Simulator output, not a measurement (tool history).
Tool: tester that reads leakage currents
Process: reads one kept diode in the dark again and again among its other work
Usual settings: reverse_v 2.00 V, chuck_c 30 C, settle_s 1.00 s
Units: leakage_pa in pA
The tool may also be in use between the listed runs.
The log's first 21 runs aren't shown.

run,hour,reverse_v,chuck_c,settle_s,hours of work since the probe card was cleaned,hours of work since the tester was calibrated,hours of work since the chuck was calibrated,leakage_pa
22,1045.9,17.01,46,5.38,1495,2107,409,93.10
23,1102.0,17.01,46,5.38,1534,2146,448,93.13
24,1149.4,17.01,46,5.38,1567,2179,482,93.56
25,1189.2,13.44,32,1.99,1595,2207,510,41.79
# hour 1195.6: tester calibrated
# hour 1236.0: probe card cleaned and baked
26,1241.0,2.25,24,1.99,4,30,543,5.34
27,1290.0,2.25,24,1.99,38,64,577,5.41
# hour 1320.6: chuck's temperature calibrated
28,1328.3,2.25,24,1.99,64,90,5,6.35
# hour 1366.5: tester calibrated, once more
29,1386.0,1.06,29,1.33,103,14,45,5.78

Forecast run 30:
30,1425.1,4.92,29,2.51,130,41,72,?

leakage_pa: 13.65 pA
Without the tool's hidden state the same run would have given leakage_pa 13.19 pA.
